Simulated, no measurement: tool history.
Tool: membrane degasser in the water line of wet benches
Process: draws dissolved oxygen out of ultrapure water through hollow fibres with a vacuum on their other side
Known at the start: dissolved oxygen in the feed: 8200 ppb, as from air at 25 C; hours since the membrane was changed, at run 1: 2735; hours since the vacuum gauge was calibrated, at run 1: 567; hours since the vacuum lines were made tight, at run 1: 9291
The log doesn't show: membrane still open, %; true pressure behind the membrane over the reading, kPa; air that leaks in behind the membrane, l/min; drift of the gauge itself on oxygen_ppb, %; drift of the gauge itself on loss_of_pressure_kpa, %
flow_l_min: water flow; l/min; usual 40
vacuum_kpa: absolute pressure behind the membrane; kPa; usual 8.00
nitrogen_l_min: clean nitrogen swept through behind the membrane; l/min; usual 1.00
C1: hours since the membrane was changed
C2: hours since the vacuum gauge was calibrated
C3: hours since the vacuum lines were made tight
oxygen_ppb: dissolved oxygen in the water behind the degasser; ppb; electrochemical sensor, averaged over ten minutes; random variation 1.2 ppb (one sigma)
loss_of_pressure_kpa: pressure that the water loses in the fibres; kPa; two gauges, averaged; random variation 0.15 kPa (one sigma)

run 1 hour=0.0 | flow_l_min=40 vacuum_kpa=8.00 nitrogen_l_min=1.00 | C1=2735 C2=567 C3=9291 | oxygen_ppb=388.1 loss_of_pressure_kpa=37.66
run 2 hour=54.4 | flow_l_min=40 vacuum_kpa=8.00 nitrogen_l_min=1.00 | C1=2789 C2=621 C3=9345 | oxygen_ppb=389.9 loss_of_pressure_kpa=37.80
run 3 hour=125.4 | flow_l_min=40 vacuum_kpa=8.00 nitrogen_l_min=1.00 | C1=2860 C2=692 C3=9416 | oxygen_ppb=385.6 loss_of_pressure_kpa=37.76
run 4 hour=198.1 | flow_l_min=40 vacuum_kpa=8.00 nitrogen_l_min=1.00 | C1=2933 C2=765 C3=9489 | oxygen_ppb=387.1 loss_of_pressure_kpa=38.10
run 5 hour=250.2 | flow_l_min=40 vacuum_kpa=8.00 nitrogen_l_min=1.00 | C1=2985 C2=817 C3=9541 | oxygen_ppb=387.7 loss_of_pressure_kpa=37.55
run 6 hour=327.3 | flow_l_min=40 vacuum_kpa=8.00 nitrogen_l_min=1.00 | C1=3062 C2=894 C3=9618 | oxygen_ppb=388.8 loss_of_pressure_kpa=37.75
run 7 hour=400.8 | flow_l_min=40 vacuum_kpa=8.00 nitrogen_l_min=1.00 | C1=3135 C2=968 C3=9692 | oxygen_ppb=388.5 loss_of_pressure_kpa=37.99
run 8 hour=450.9 | flow_l_min=40 vacuum_kpa=8.00 nitrogen_l_min=1.00 | C1=3185 C2=1018 C3=9742 | oxygen_ppb=388.7 loss_of_pressure_kpa=37.83
run 9 hour=490.3 | flow_l_min=50 vacuum_kpa=8.00 nitrogen_l_min=1.00 | C1=3225 C2=1057 C3=9781 | oxygen_ppb=485.7 loss_of_pressure_kpa=47.26
run 10 hour=561.8 | flow_l_min=50 vacuum_kpa=8.00 nitrogen_l_min=1.00 | C1=3296 C2=1129 C3=9853 | oxygen_ppb=485.3 loss_of_pressure_kpa=47.51
run 11 hour=611.7 | flow_l_min=40 vacuum_kpa=13.92 nitrogen_l_min=1.00 | C1=3346 C2=1179 C3=9902 | oxygen_ppb=811.1 loss_of_pressure_kpa=37.77
run 12 hour=647.7 | flow_l_min=61 vacuum_kpa=8.00 nitrogen_l_min=1.00 | C1=3382 C2=1215 C3=9938 | oxygen_ppb=603.4 loss_of_pressure_kpa=57.93
run 13 hour=710.6 | flow_l_min=61 vacuum_kpa=8.00 nitrogen_l_min=1.00 | C1=3445 C2=1278 C3=10001 | oxygen_ppb=604.0 loss_of_pressure_kpa=58.05
run 14 hour=763.9 | flow_l_min=61 vacuum_kpa=8.00 nitrogen_l_min=0.85 | C1=3498 C2=1331 C3=10055 | oxygen_ppb=661.3 loss_of_pressure_kpa=58.19
run 15 hour=804.8 | flow_l_min=61 vacuum_kpa=8.00 nitrogen_l_min=0.85 | C1=3539 C2=1372 C3=10096 | oxygen_ppb=658.0 loss_of_pressure_kpa=57.98
run 16 hour=846.3 | flow_l_min=61 vacuum_kpa=8.00 nitrogen_l_min=0.85 | C1=3581 C2=1413 C3=10137 | oxygen_ppb=665.3 loss_of_pressure_kpa=57.66
run 17 hour=886.1 | flow_l_min=61 vacuum_kpa=8.00 nitrogen_l_min=0.85 | C1=3621 C2=1453 C3=10177 | oxygen_ppb=664.7 loss_of_pressure_kpa=57.66
run 18 hour=940.4 | flow_l_min=61 vacuum_kpa=8.00 nitrogen_l_min=0.85 | C1=3675 C2=1507 C3=10231 | oxygen_ppb=659.6 loss_of_pressure_kpa=57.96
run 19 hour=1009.8 | flow_l_min=33 vacuum_kpa=5.51 nitrogen_l_min=1.06 | C1=3744 C2=1577 C3=10301 | oxygen_ppb=159.2 loss_of_pressure_kpa=30.98
run 20 hour=1043.9 | flow_l_min=40 vacuum_kpa=5.62 nitrogen_l_min=2.95 | C1=3778 C2=1611 C3=10335 | oxygen_ppb=93.9 loss_of_pressure_kpa=37.73
run 21 hour=1119.5 | flow_l_min=39 vacuum_kpa=8.00 nitrogen_l_min=2.47 | C1=3854 C2=1686 C3=10410 | oxygen_ppb=187.3 loss_of_pressure_kpa=36.93
run 22 hour=1163.0 | flow_l_min=39 vacuum_kpa=8.00 nitrogen_l_min=2.47 | C1=3897 C2=1730 C3=10454 | oxygen_ppb=188.4 loss_of_pressure_kpa=36.96
run 23 hour=1199.7 | flow_l_min=56 vacuum_kpa=12.06 nitrogen_l_min=2.47 | C1=3934 C2=1767 C3=10490 | oxygen_ppb=494.5 loss_of_pressure_kpa=53.03
run 24 hour=1233.2 | flow_l_min=49 vacuum_kpa=18.41 nitrogen_l_min=1.01 | C1=3968 C2=1800 C3=10524 | oxygen_ppb=1288.4 loss_of_pressure_kpa=46.66
run 25 hour=1281.4 | flow_l_min=49 vacuum_kpa=12.32 nitrogen_l_min=0.69 | C1=4016 C2=1848 C3=10572 | oxygen_ppb=1062.0 loss_of_pressure_kpa=46.66
run 26 hour=1331.2 | flow_l_min=47 vacuum_kpa=10.73 nitrogen_l_min=1.01 | C1=4066 C2=1898 C3=10622 | oxygen_ppb=677.3 loss_of_pressure_kpa=44.41
run 27 hour=1392.2 | flow_l_min=47 vacuum_kpa=10.73 nitrogen_l_min=1.01 | C1=4127 C2=1959 C3=10683 | oxygen_ppb=680.2 loss_of_pressure_kpa=44.52
run 28 hour=1462.1 | flow_l_min=24 vacuum_kpa=8.00 nitrogen_l_min=1.47 | C1=4197 C2=2029 C3=10753 | oxygen_ppb=182.6 loss_of_pressure_kpa=22.78
run 29 hour=1506.8 | flow_l_min=45 vacuum_kpa=10.59 nitrogen_l_min=1.00 | C1=4241 C2=2074 C3=10797 | oxygen_ppb=647.0 loss_of_pressure_kpa=43.10
run 30 hour=1574.3 | flow_l_min=47 vacuum_kpa=9.12 nitrogen_l_min=0.86 | C1=4309 C2=2141 C3=10865 | oxygen_ppb=609.4 loss_of_pressure_kpa=45.00
run 31 hour=1625.4 | flow_l_min=47 vacuum_kpa=9.12 nitrogen_l_min=0.86 | C1=4360 C2=2192 C3=10916 | oxygen_ppb=611.5 loss_of_pressure_kpa=44.41
run 32 hour=1692.6 | flow_l_min=58 vacuum_kpa=18.96 nitrogen_l_min=1.20 | C1=4427 C2=2260 C3=10983 | oxygen_ppb=1357.9 loss_of_pressure_kpa=55.35
run 33 hour=1763.9 | flow_l_min=58 vacuum_kpa=18.96 nitrogen_l_min=1.20 | C1=4498 C2=2331 C3=11055 | oxygen_ppb=1349.8 loss_of_pressure_kpa=55.25

Some steps in oxygen_ppb between neighbouring runs. How much of each would the tool show without its hidden state too (settings, what came in, random variation), and how much is left for the hidden state, with any gauge scatter that isn't in both results?
Run 18 -> 19: flow_l_min 61 -> 33, vacuum_kpa 8.00 -> 5.51, nitrogen_l_min 0.85 -> 1.06. oxygen_ppb -500.4 ppb: hidden state -4.4, all else -496.0.
Run 22 -> 23: flow_l_min 39 -> 56, vacuum_kpa 8.00 -> 12.06. oxygen_ppb +306.1 ppb: hidden state +4.3, all else +301.8.
Run 23 -> 24: flow_l_min 56 -> 49, vacuum_kpa 12.06 -> 18.41, nitrogen_l_min 2.47 -> 1.01. oxygen_ppb +793.9 ppb: hidden state -0.9, all else +794.8.
Run 28 -> 29: flow_l_min 24 -> 45, vacuum_kpa 8.00 -> 10.59, nitrogen_l_min 1.47 -> 1.00. oxygen_ppb +464.4 ppb: hidden state +3.6, all else +460.8.
Run 31 -> 32: flow_l_min 47 -> 58, vacuum_kpa 9.12 -> 18.96, nitrogen_l_min 0.86 -> 1.20. oxygen_ppb +746.4 ppb: hidden state +1.4, all else +745.0.
